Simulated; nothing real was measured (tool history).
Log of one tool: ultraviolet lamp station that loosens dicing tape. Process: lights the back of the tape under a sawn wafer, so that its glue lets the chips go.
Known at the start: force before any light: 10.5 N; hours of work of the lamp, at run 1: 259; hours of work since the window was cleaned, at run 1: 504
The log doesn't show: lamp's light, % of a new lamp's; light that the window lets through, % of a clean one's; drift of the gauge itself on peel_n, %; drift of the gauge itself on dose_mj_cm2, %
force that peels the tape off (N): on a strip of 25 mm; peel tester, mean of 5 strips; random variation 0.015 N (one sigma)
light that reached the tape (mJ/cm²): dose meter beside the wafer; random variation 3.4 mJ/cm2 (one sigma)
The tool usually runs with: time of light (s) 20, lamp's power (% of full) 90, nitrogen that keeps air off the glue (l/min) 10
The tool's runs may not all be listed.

run,hour,time of light (s),lamp's power (% of full),nitrogen that keeps air off the glue (l/min),hours of work of the lamp,hours of work since the window was cleaned,force that peels the tape off (N),light that reached the tape (mJ/cm²)
1,0,20,90,10,259,504,0.732,561
2,7.9,20,90,10,264,509,0.734,554
3,18.9,20,90,3,271,516,1.916,560
4,24.7,20,90,6,274,520,1.129,559
# hour 27.6: window cleaned of glue's vapour
5,34.9,20,90,6,280,5,1.153,557
6,44.4,20,90,6,286,10,1.165,556
7,54.3,20,90,10,293,17,0.735,563
8,59.9,20,90,10,296,20,0.701,555
9,67.9,20,90,10,301,25,0.724,558
10,78.3,20,90,10,308,32,0.758,560
11,86.9,20,90,10,313,37,0.728,555
12,98.5,20,90,10,320,44,0.728,558
13,105.1,20,90,10,324,48,0.748,556
14,115.1,20,90,10,330,55,0.722,561
15,122.2,20,60,10,335,59,1.628,373
16,131.4,20,60,8,341,65,1.905,374
17,140,20,90,10,346,70,0.718,559
18,151.1,20,90,10,353,77,0.753,560
19,159.9,20,90,13,358,83,0.569,561
20,169.4,20,76,10,364,88,1.05,471
21,174.9,20,76,10,368,92,1.03,476
22,182.3,20,76,10,372,96,1.051,471
23,190.3,20,76,10,377,101,1.1,476
24,198.8,32,90,5,383,107,0.515,895
25,205.1,32,90,5,387,111,0.505,888
26,213,32,90,5,391,116,0.524,889
27,222,10,83,10,397,121,2.798,255
28,227.6,10,83,10,401,125,2.873,260
29,233,12,83,10,404,128,2.193,310
30,240,12,83,10,408,132,2.2,303
31,251.6,12,83,10,416,140,2.258,309
32,261.1,33,67,10,422,146,0.459,686
33,270.9,33,67,10,428,152,0.461,688
34,281.5,13,98,4,434,158,2.649,394
35,288.5,13,98,4,439,163,2.625,393
36,295.9,13,98,4,443,167,2.729,393
37,303.9,13,98,4,448,172,2.742,401
38,310.8,35,71,6,452,177,0.615,775
39,317.5,35,71,6,457,181,0.59,768
40,328.3,20,90,4,463,187,1.637,555
41,338.4,20,82,10,470,194,0.895,505
42,347.6,20,63,5,475,199,2.455,389
43,358.1,19,90,5,482,206,1.519,530

Take each entry between the runs: how does the hidden state at the last listed run before it differ from the hidden state at the first listed run after it?
In the gap between runs 4 and 5: window cleaned of glue's vapour (hour 27.6)
  light that the window lets through, % of a clean one's: 99.9 -> 100
